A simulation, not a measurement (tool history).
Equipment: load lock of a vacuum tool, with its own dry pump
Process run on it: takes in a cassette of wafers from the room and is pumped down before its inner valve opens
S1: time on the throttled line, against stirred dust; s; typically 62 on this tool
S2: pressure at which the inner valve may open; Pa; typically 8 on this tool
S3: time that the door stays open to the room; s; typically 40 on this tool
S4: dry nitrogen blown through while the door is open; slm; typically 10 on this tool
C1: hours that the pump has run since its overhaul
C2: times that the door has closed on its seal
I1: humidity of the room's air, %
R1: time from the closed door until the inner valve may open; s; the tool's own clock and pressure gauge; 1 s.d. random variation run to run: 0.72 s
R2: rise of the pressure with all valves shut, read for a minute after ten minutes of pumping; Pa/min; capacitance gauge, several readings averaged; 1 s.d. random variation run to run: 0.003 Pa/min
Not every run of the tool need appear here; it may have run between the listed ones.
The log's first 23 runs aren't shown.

run 24 hour=8698.1 | S1=62 S2=11 S3=167 S4=10 | C1=1757 C2=13845 | I1=46.5 | R1=109.8 R2=0.091
run 25 hour=9260.5 | S1=62 S2=13 S3=167 S4=10 | C1=2319 C2=16318 | I1=44.8 | R1=108.5 R2=0.099
run 26 hour=9566.2 | S1=62 S2=8 S3=45 S4=10 | C1=2625 C2=17663 | I1=44.3 | R1=111.1 R2=0.085
run 27 hour=10079.6 | S1=106 S2=8 S3=45 S4=10 | C1=3139 C2=19921 | I1=44.6 | R1=150.7 R2=0.101
run 28 hour=10633.9 | S1=106 S2=8 S3=45 S4=10 | C1=3693 C2=22358 | I1=44.8 | R1=151 R2=0.115
run 29 hour=11029.3 | S1=106 S2=8 S3=45 S4=10 | C1=4088 C2=24097 | I1=43.5 | R1=151 R2=0.135
run 30 hour=11431.9 | S1=106 S2=8 S3=26 S4=10 | C1=4491 C2=25868 | I1=47 | R1=149.9 R2=0.139
run 31 hour=11687.6 | S1=106 S2=8 S3=26 S4=10 | C1=4747 C2=26992 | I1=47.9 | R1=148.4 R2=0.148
run 32 hour=12009.6 | S1=106 S2=8 S3=26 S4=10 | C1=5069 C2=28408 | I1=47 | R1=151.1 R2=0.161
run 33 hour=12441.5 | S1=48 S2=10 S3=40 S4=6 | C1=5501 C2=30308 | I1=46.1 | R1=100.2 R2=0.179
run 34 hour=13024.8 | S1=48 S2=7 S3=40 S4=8 | C1=6084 C2=32873 | I1=47.4 | R1=103.2 R2=0.2
run 35 hour=13594.1 | S1=48 S2=7 S3=40 S4=8 | C1=6653 C2=35377 | I1=45.1 | R1=103.9 R2=0.216
run 36 hour=14142 | S1=48 S2=7 S3=40 S4=8 | C1=7201 C2=37787 | I1=44 | R1=102.6 R2=0.245
run 37 hour=14470.9 | S1=62 S2=12 S3=195 S4=13 | C1=7530 C2=39233 | I1=44.3 | R1=112.6 R2=0.277

Branching from run 37: 3 alternative next runs. What would each branch give?
run A hour=14713.1 | S1=62 S2=12 S3=195 S4=11 | C1=7772 C2=40298 | I1=45 | R1=? R2=?
run B hour=14713.1 | S1=62 S2=12 S3=195 S4=17 | C1=7772 C2=40298 | I1=45.4 | R1=? R2=?
run C hour=14713.1 | S1=93 S2=15 S3=195 S4=5 | C1=7772 C2=40298 | I1=48.4 | R1=? R2=?

run=A R1=114.7 R2=0.277
run=B R1=113.4 R2=0.273
run=C R1=138.3 R2=0.294
What these runs would have given with no unlogged condition in the tool:
run=A R1=108.5 R2=0.039
run=B R1=107.2 R2=0.029
run=C R1=132.9 R2=0.049

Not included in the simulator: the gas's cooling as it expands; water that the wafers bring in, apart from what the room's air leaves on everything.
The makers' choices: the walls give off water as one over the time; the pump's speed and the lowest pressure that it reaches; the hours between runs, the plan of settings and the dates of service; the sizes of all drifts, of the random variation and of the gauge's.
